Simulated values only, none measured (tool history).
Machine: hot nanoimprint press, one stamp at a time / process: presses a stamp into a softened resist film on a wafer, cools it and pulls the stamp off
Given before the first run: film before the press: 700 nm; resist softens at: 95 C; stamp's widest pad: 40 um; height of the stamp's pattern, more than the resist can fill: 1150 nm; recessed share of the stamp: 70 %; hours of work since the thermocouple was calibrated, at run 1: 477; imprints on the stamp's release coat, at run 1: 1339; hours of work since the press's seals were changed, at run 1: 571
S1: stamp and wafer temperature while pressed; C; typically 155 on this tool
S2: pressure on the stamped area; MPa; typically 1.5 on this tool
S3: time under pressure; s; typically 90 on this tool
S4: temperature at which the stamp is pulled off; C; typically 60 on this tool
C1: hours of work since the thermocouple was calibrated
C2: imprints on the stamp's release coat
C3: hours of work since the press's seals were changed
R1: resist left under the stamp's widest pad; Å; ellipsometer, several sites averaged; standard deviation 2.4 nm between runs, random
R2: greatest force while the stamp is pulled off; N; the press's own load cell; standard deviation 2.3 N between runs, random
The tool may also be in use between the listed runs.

run	hour	S1	S2	S3	S4	C1	C2	C3	R1	R2
1	0	155	1.5	90	60	477	1339	571	4242	156
2	26.4	155	1.5	90	60	495	1428	589	4256	160
3	46.6	155	1.5	90	60	508	1496	602	4263	166
4	73.3	155	1.5	90	60	526	1585	620	4321	162
5	91.6	165	1.5	90	60	538	1647	632	3097	170
# hour 98.4: plate thermocouple calibrated
6	112	165	1.5	90	60	9	1705	644	3299	176
7	144.1	165	1.5	90	60	30	1813	665	3230	183
8	174.7	155	1.5	90	60	51	1916	685	4529	183
9	216.6	155	1.5	90	60	78	2057	713	4516	184
10	240.5	155	1.5	90	60	94	2138	729	4605	198
# hour 255.6: stamp cleaned and given a new release coat
11	274.1	155	1.5	90	60	113	62	747	4615	111
12	303.2	155	1.5	62	60	132	160	767	5082	113
# hour 317.6: plate thermocouple calibrated, once more
13	346	155	1.5	62	60	19	294	793	4450	116
14	374.4	155	0.95	100	55	38	390	812	4498	121
15	412.3	155	0.95	100	55	63	517	837	4441	130
16	438.9	155	1.5	90	58	80	607	855	4022	128
17	463.5	155	1.5	90	58	97	689	871	4010	135
18	486	155	1.5	90	58	112	765	886	4009	139
19	523.2	152	1.5	90	60	136	890	910	4402	136
20	546.5	155	1.22	46	60	152	968	926	5144	136
21	575.4	155	1.5	48	60	171	1066	945	4904	140
22	602.2	155	1.5	48	60	189	1156	963	4936	146
23	635.3	155	1.5	48	60	211	1267	985	4968	151
24	652.8	155	1.88	145	60	222	1326	996	3165	152
25	682.2	147	1.61	90	46	242	1425	1016	5107	177
26	709.1	147	1.61	90	46	260	1515	1034	5079	174

Each run again, without the hidden state but with its own random variation kept:
Hidden state at play: true temperature over the reading, C; pressure that arrives at the usual setting, %; grip of the stamp's worn release coat, % over a new coat's; drift of the gauge itself on residual_nm, %; drift of the gauge itself on pull_off_n, %.
run	R1	R2
1	3887	105
2	3888	105
3	3886	107
4	3926	102
5	2786	105
6	2805	106
7	2735	107
8	3879	104
9	3850	101
10	3916	108
11	3912	105
12	4395	103
13	4386	106
14	4447	108
15	4374	111
16	3914	107
17	3891	110
18	3880	110
19	4254	104
20	5017	102
21	4740	102
22	4759	104
23	4777	105
24	2955	104
25	4877	118
26	4840	113
